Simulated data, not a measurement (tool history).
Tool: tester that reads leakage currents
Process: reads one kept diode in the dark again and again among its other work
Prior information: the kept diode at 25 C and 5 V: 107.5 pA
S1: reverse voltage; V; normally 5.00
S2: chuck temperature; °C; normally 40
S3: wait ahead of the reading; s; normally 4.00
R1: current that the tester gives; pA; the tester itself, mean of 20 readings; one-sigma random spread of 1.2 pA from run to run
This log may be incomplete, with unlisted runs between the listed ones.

| run | day | S1 | S2 | S3 | R1 |
|---|---|---|---|---|---|
| 1 | 0.000 | 5.00 | 40 | 4.00 | 411.54 |
| 2 | 1.375 | 5.00 | 51 | 4.00 | 1008.87 |
| 3 | 2.212 | 5.00 | 51 | 4.00 | 1019.80 |
| 4 | 3.662 | 5.00 | 51 | 4.00 | 1013.41 |
| 5 | 4.650 | 5.00 | 37 | 4.00 | 318.61 |
| 6 | 5.900 | 5.00 | 40 | 4.00 | 410.91 |
| 7 | 7.183 | 5.43 | 40 | 4.00 | 431.78 |
| 8 | 8.396 | 5.43 | 40 | 4.00 | 432.17 |
| 9 | 9.617 | 5.43 | 40 | 4.00 | 430.98 |
| 10 | 10.367 | 5.43 | 40 | 4.00 | 429.89 |
| 11 | 11.692 | 5.43 | 40 | 4.00 | 431.78 |
| 12 | 12.388 | 5.43 | 40 | 4.00 | 430.21 |
| 13 | 13.596 | 5.00 | 40 | 4.00 | 410.31 |
| 14 | 14.338 | 5.00 | 40 | 4.00 | 408.74 |
| 15 | 15.483 | 5.00 | 41 | 4.00 | 447.14 |
| 16 | 16.746 | 5.00 | 41 | 4.00 | 448.68 |
| 17 | 17.883 | 5.00 | 41 | 4.00 | 447.08 |
| 18 | 18.679 | 5.00 | 41 | 4.00 | 448.24 |
| 19 | 19.583 | 5.00 | 40 | 1.45 | 413.33 |
| 20 | 20.379 | 5.00 | 25 | 4.00 | 107.87 |
| 21 | 21.292 | 5.00 | 25 | 4.00 | 109.26 |
| 22 | 22.304 | 1.04 | 54 | 1.27 | 534.22 |
| 23 | 23.721 | 11.01 | 35 | 6.55 | 415.69 |
| 24 | 25.058 | 12.21 | 41 | 1.13 | 742.20 |
| 25 | 25.750 | 2.76 | 41 | 1.13 | 321.37 |
| 26 | 26.533 | 3.10 | 52 | 0.68 | 837.73 |
| 27 | 27.483 | 3.10 | 52 | 0.68 | 840.52 |
| 28 | 28.838 | 1.38 | 28 | 0.33 | 69.87 |
| 29 | 29.992 | 3.39 | 36 | 0.39 | 236.32 |
| 30 | 30.738 | 1.20 | 49 | 0.39 | 388.95 |
| 31 | 32.121 | 1.20 | 49 | 0.39 | 388.86 |
| 32 | 32.971 | 2.14 | 24 | 1.43 | 61.14 |
| 33 | 33.892 | 10.42 | 46 | 4.00 | 1024.80 |
| 34 | 35.362 | 10.42 | 46 | 0.55 | 1035.24 |
| 35 | 36.300 | 10.42 | 46 | 0.55 | 1026.27 |
| 36 | 37.379 | 3.74 | 32 | 2.79 | 173.20 |
| 37 | 38.488 | 19.69 | 32 | 2.79 | 444.49 |
| 38 | 39.117 | 19.69 | 32 | 2.79 | 442.39 |
| 39 | 39.825 | 19.69 | 32 | 2.79 | 443.61 |
| 40 | 40.471 | 6.13 | 32 | 2.79 | 228.91 |

What if the next run were any one of these 3? Each begins from the tool's condition after run 40:
| A | 41.325 | 1.02 | 32 | 2.79 | ? |
| B | 41.325 | 10.68 | 51 | 0.82 | ? |
| C | 41.325 | 5.00 | 40 | 2.47 | ? |

| run | R1 |
|---|---|
| A | 83.69 |
| B | 1559.42 |
| C | 410.66 |
Had the tool no hidden state, the same runs would have come out as:
| run | R1 |
|---|---|
| A | 83.78 |
| B | 1560.91 |
| C | 411.07 |

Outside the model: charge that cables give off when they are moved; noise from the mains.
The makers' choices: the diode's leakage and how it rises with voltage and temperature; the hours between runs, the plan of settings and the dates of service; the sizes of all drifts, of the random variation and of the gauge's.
